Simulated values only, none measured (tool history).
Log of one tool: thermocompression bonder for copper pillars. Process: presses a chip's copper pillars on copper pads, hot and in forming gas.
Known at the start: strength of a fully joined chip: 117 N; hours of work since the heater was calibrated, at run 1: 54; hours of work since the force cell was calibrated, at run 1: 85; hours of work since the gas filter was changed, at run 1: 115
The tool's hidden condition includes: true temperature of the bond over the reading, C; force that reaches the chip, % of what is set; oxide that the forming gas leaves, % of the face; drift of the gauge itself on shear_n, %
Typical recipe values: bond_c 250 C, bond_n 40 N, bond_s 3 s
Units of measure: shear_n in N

run	hour	bond_c	bond_n	bond_s	hours of work since the heater was calibrated	hours of work since the force cell was calibrated	hours of work since the gas filter was changed	shear_n
1	0	250	40	3	54	85	115	65.6
# hour 14.2: forming gas filter changed
2	73.7	250	40	3	92	122	31	67
3	152.6	250	25	3	133	163	71	55.1
4	187	250	25	3	150	181	89	55.2
# hour 257.7: forming gas filter changed
5	268.2	250	25	3	192	222	5	57
6	341	226	25	3	229	260	43	37.3
# hour 347.3: heater calibrated with a thermocouple chip
7	427.4	226	25	3	41	303	86	39.8
# hour 500.7: forming gas filter changed
8	506.9	226	25	3	82	344	3	40.6
9	575.2	226	33	7	117	379	38	63.2
# hour 617.1: heater calibrated with a thermocouple chip, once more
10	627.5	226	33	7	5	405	64	54.9
11	687	273	28	7	36	436	95	94.9
# hour 740.7: forming gas filter changed
12	764.3	253	28	7	76	475	12	80
13	821.5	250	57	2	105	505	42	69.9
14	868.8	237	40	6	130	529	66	70.5
15	927.7	241	40	4	160	560	96	66.1

For each entry between runs, how does the tool's hidden state at the last listed run before it compare with that at the first listed run after it?
Between runs 1 and 2: forming gas filter changed (hour 14.2)
  true temperature of the bond over the reading, C: 0.9 -> 1.6; force that reaches the chip, % of what is set: 101.4 -> 101.9; oxide that the forming gas leaves, % of the face: 2.99 -> 1.18
  measured value less the no-hidden-state value, shear_n: -0.5 -> +1.5 N
Between runs 4 and 5: forming gas filter changed (hour 257.7)
  true temperature of the bond over the reading, C: 2.6 -> 3.3; force that reaches the chip, % of what is set: 102.7 -> 103.3; oxide that the forming gas leaves, % of the face: 2.48 -> 0.68
  measured value less the no-hidden-state value, shear_n: +1.9 -> +3.7 N
Between runs 6 and 7: heater calibrated with a thermocouple chip (hour 347.3)
  true temperature of the bond over the reading, C: 4 -> 7; force that reaches the chip, % of what is set: 103.7 -> 104.3; oxide that the forming gas leaves, % of the face: 1.48 -> 2.45
  measured value less the no-hidden-state value, shear_n: +3.3 -> +5.4 N
Between runs 7 and 8: forming gas filter changed (hour 500.7)
  true temperature of the bond over the reading, C: 7 -> 7.7; force that reaches the chip, % of what is set: 104.3 -> 104.9; oxide that the forming gas leaves, % of the face: 2.45 -> 0.68
  measured value less the no-hidden-state value, shear_n: +5.4 -> +6.7 N
Between runs 9 and 10: heater calibrated with a thermocouple chip, once more (hour 617.1)
  true temperature of the bond over the reading, C: 8.4 -> 0.6; force that reaches the chip, % of what is set: 105.3 -> 105.7; oxide that the forming gas leaves, % of the face: 1.39 -> 1.93
  measured value less the no-hidden-state value, shear_n: +9.2 -> +1.2 N
Between runs 11 and 12: forming gas filter changed (hour 740.7)
  true temperature of the bond over the reading, C: 1.2 -> 1.8; force that reaches the chip, % of what is set: 106.1 -> 106.5; oxide that the forming gas leaves, % of the face: 2.55 -> 0.81
  measured value less the no-hidden-state value, shear_n: +0.2 -> +3.1 N
